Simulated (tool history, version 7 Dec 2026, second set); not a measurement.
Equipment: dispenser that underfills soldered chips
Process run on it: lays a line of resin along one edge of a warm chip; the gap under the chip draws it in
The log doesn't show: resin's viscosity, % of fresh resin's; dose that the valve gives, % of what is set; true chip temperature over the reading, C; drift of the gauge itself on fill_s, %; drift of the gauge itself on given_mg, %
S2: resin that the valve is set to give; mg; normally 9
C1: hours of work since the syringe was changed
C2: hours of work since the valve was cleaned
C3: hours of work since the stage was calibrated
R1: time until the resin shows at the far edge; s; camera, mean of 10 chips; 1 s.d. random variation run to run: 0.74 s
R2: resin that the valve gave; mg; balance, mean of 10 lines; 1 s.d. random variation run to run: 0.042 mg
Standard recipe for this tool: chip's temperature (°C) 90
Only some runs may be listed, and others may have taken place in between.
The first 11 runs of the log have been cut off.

-- hour=69.6 new syringe of resin
run 12 hour=75.4 | chip's_temperature_(°C)=90 S2=9.26 | C1=4 C2=86 C3=302 | R1=81.9 R2=9.04
-- hour=79.6 new syringe of resin
run 13 hour=82.1 | chip's_temperature_(°C)=99 S2=9 | C1=2 C2=91 C3=306 | R1=46.5 R2=8.64
-- hour=89.5 new syringe of resin
run 14 hour=91.6 | chip's_temperature_(°C)=94 S2=9 | C1=2 C2=97 C3=313 | R1=58.1 R2=8.67
-- hour=99.7 new syringe of resin
run 15 hour=100.7 | chip's_temperature_(°C)=90 S2=9 | C1=1 C2=104 C3=319 | R1=67.6 R2=8.66
-- hour=104 dispensing valve cleaned and set on the balance
run 16 hour=109.1 | chip's_temperature_(°C)=90 S2=9 | C1=6 C2=4 C3=325 | R1=89.8 R2=9.01
-- hour=110.8 new syringe of resin
run 17 hour=115.2 | chip's_temperature_(°C)=92 S2=9 | C1=3 C2=8 C3=329 | R1=69.1 R2=8.96
-- hour=121.1 new syringe of resin
run 18 hour=123.1 | chip's_temperature_(°C)=92 S2=9 | C1=1 C2=14 C3=334 | R1=62.1 R2=8.93
run 19 hour=127.3 | chip's_temperature_(°C)=91 S2=10.6 | C1=4 C2=17 C3=337 | R1=77 R2=10.64
-- hour=131 new syringe of resin
run 20 hour=134.3 | chip's_temperature_(°C)=102 S2=7.61 | C1=2 C2=21 C3=342 | R1=44.5 R2=7.54
-- hour=141.4 new syringe of resin
run 21 hour=142.9 | chip's_temperature_(°C)=102 S2=7.61 | C1=1 C2=28 C3=348 | R1=41.5 R2=7.5
-- hour=151.3 new syringe of resin
run 22 hour=152.7 | chip's_temperature_(°C)=84 S2=8.92 | C1=1 C2=34 C3=355 | R1=90.8 R2=8.88
-- hour=161.4 new syringe of resin
run 23 hour=162.6 | chip's_temperature_(°C)=90 S2=10.42 | C1=1 C2=41 C3=362 | R1=66 R2=10.26
run 24 hour=169.3 | chip's_temperature_(°C)=77 S2=10.45 | C1=6 C2=46 C3=367 | R1=161.7 R2=10.32
-- hour=171.6 new syringe of resin
run 25 hour=174.3 | chip's_temperature_(°C)=102 S2=9 | C1=2 C2=50 C3=371 | R1=42.8 R2=8.83
run 26 hour=178.6 | chip's_temperature_(°C)=98 S2=11.06 | C1=5 C2=53 C3=374 | R1=59.7 R2=10.8
-- hour=181.7 new syringe of resin
run 27 hour=187.5 | chip's_temperature_(°C)=90 S2=11.55 | C1=4 C2=59 C3=380 | R1=80.2 R2=11.27
-- hour=191.9 new syringe of resin
run 28 hour=196.6 | chip's_temperature_(°C)=90 S2=11.55 | C1=3 C2=66 C3=387 | R1=77.1 R2=11.23
-- hour=202.1 new syringe of resin
run 29 hour=206.2 | chip's_temperature_(°C)=78 S2=8.57 | C1=3 C2=72 C3=393 | R1=137.9 R2=8.33

Forecast run 30:
run 30 hour=210.7 | chip's_temperature_(°C)=79 S2=11.67 | C1=6 C2=76 C3=397 | R1=? R2=?

Run 30 produced R1 150.6 s, R2 11.28 mg.
On a tool with no hidden condition, and with the same random variation, this run would have come out at R1 113.1 s, R2 11.59 mg.
